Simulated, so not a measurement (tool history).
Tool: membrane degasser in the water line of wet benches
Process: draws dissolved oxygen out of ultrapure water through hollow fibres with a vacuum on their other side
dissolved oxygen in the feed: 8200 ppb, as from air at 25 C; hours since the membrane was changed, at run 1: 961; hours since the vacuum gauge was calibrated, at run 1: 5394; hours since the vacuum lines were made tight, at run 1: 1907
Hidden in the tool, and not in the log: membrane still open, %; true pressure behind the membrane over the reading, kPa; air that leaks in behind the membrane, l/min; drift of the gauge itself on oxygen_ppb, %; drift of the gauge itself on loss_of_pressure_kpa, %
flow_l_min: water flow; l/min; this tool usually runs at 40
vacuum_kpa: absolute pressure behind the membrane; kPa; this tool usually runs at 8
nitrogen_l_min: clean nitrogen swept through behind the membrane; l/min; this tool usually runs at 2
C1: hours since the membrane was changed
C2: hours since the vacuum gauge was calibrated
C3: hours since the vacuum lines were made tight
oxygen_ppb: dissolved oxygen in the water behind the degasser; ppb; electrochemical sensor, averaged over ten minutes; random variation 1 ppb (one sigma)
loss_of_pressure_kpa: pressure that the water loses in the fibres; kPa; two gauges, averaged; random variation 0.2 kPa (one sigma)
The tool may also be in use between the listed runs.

run 1 hour=0 | flow_l_min=40 vacuum_kpa=8 nitrogen_l_min=2 | C1=961 C2=5394 C3=1907 | oxygen_ppb=225.3 loss_of_pressure_kpa=52.35
run 2 hour=67.1 | flow_l_min=47 vacuum_kpa=8 nitrogen_l_min=2 | C1=1028 C2=5461 C3=1974 | oxygen_ppb=266.5 loss_of_pressure_kpa=61.49
run 3 hour=123.4 | flow_l_min=40 vacuum_kpa=6.48 nitrogen_l_min=2 | C1=1084 C2=5517 C3=2030 | oxygen_ppb=161.1 loss_of_pressure_kpa=52.39
run 4 hour=219.4 | flow_l_min=40 vacuum_kpa=11.39 nitrogen_l_min=2 | C1=1180 C2=5613 C3=2126 | oxygen_ppb=366 loss_of_pressure_kpa=52.42
run 5 hour=349 | flow_l_min=40 vacuum_kpa=8 nitrogen_l_min=2 | C1=1310 C2=5743 C3=2256 | oxygen_ppb=225.7 loss_of_pressure_kpa=52.38
run 6 hour=472.5 | flow_l_min=26 vacuum_kpa=19.92 nitrogen_l_min=0.92 | C1=1433 C2=5866 C3=2379 | oxygen_ppb=917.1 loss_of_pressure_kpa=33.72
run 7 hour=538.4 | flow_l_min=26 vacuum_kpa=8.3 nitrogen_l_min=0.92 | C1=1499 C2=5932 C3=2445 | oxygen_ppb=302.5 loss_of_pressure_kpa=34.02
run 8 hour=631.5 | flow_l_min=32 vacuum_kpa=8 nitrogen_l_min=1.63 | C1=1592 C2=6026 C3=2538 | oxygen_ppb=214.4 loss_of_pressure_kpa=41.76
run 9 hour=754.4 | flow_l_min=29 vacuum_kpa=8.18 nitrogen_l_min=2.53 | C1=1715 C2=6148 C3=2661 | oxygen_ppb=136.2 loss_of_pressure_kpa=38.19
run 10 hour=861.3 | flow_l_min=29 vacuum_kpa=8.18 nitrogen_l_min=2.53 | C1=1822 C2=6255 C3=2768 | oxygen_ppb=137.2 loss_of_pressure_kpa=37.48

5 options for the next run, each taken on its own from the tool as it stands now. Forecast them:
run A hour=969.9 | flow_l_min=30 vacuum_kpa=8.41 nitrogen_l_min=2.39 | C1=1931 C2=6364 C3=2877 | oxygen_ppb=? loss_of_pressure_kpa=?
run B hour=969.9 | flow_l_min=40 vacuum_kpa=18.75 nitrogen_l_min=2 | C1=1931 C2=6364 C3=2877 | oxygen_ppb=? loss_of_pressure_kpa=?
run C hour=969.9 | flow_l_min=26 vacuum_kpa=8 nitrogen_l_min=5.45 | C1=1931 C2=6364 C3=2877 | oxygen_ppb=? loss_of_pressure_kpa=?
run D hour=969.9 | flow_l_min=40 vacuum_kpa=8 nitrogen_l_min=1.03 | C1=1931 C2=6364 C3=2877 | oxygen_ppb=? loss_of_pressure_kpa=?
run E hour=969.9 | flow_l_min=57 vacuum_kpa=12.52 nitrogen_l_min=3.83 | C1=1931 C2=6364 C3=2877 | oxygen_ppb=? loss_of_pressure_kpa=?

run=A oxygen_ppb=157.5 loss_of_pressure_kpa=39.21
run=B oxygen_ppb=662.5 loss_of_pressure_kpa=52
run=C oxygen_ppb=59.2 loss_of_pressure_kpa=33.95
run=D oxygen_ppb=374.9 loss_of_pressure_kpa=51.92
run=E oxygen_ppb=351.8 loss_of_pressure_kpa=73.5
Without the tool's hidden state the same runs would have given:
run=A oxygen_ppb=157.4 loss_of_pressure_kpa=39.46
run=B oxygen_ppb=662.4 loss_of_pressure_kpa=52.33
run=C oxygen_ppb=59.1 loss_of_pressure_kpa=34.16
run=D oxygen_ppb=374.7 loss_of_pressure_kpa=52.25
run=E oxygen_ppb=351.6 loss_of_pressure_kpa=73.97
